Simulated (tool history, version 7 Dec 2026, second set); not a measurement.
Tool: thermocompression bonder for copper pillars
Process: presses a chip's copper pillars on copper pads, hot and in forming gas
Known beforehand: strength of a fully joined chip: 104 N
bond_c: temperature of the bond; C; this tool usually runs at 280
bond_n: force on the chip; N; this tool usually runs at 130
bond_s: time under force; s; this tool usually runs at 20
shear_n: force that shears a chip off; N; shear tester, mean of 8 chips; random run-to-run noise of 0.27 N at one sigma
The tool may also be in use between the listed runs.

run   hour  bond_c  bond_n  bond_s  shear_n
  1      0     280     130      20     57.4
  2   22.7     280     130      20     57.3
  3   41.5     280     130      20     56.4
  4   55.3     280     130      20     57.1
  5   74.2     280     130      20     56.8
  6   87.8     280     130      20     56.6
  7   99.9     280     130      20     56.9
  8  119.9     280     130      29     63.5
  9  136.9     280     130      29     63.2
 10  150.6     280     130      29     63.7
 11  168.2     299     130      29     73.6
     171.2  -- force cell calibrated
 12    181     275     130      29     60.1
 13  202.9     292     130      29     69.7
     207.1  -- force cell calibrated, once more
 14  217.5     292     130      23       65
 15  241.7     292     130      23     65.1
 16  262.5     292     130      23     64.2
 17  277.6     258      83      53       45
 18  301.4     273      83      34     45.5
 19  314.4     260      96      36     44.2
 20  327.2     260      96      36     44.2
 21  343.5     256     133      26     46.6
 22  363.4     256     133      26       47
 23  376.1     256     133      26     46.7
 24  398.5     256     133      17     39.6
 25  408.8     256     133      17     39.3

5 ways to go on from here, each from the tool as it stands after run 25. What would each give?
  A  431.2     272     118      33        ?
  B  431.2     257     115      36        ?
  C  431.2     280     121      20        ?
  D  431.2     280      91      13        ?
  E  431.2     280     135      17        ?

run  shear_n
  A       56
  B     47.6
  C     51.8
  D     36.6
  E     52.6
What these runs would have given with no unlogged condition in the tool:
run  shear_n
  A     60.7
  B     51.9
  C     56.3
  D     39.9
  E     57.1

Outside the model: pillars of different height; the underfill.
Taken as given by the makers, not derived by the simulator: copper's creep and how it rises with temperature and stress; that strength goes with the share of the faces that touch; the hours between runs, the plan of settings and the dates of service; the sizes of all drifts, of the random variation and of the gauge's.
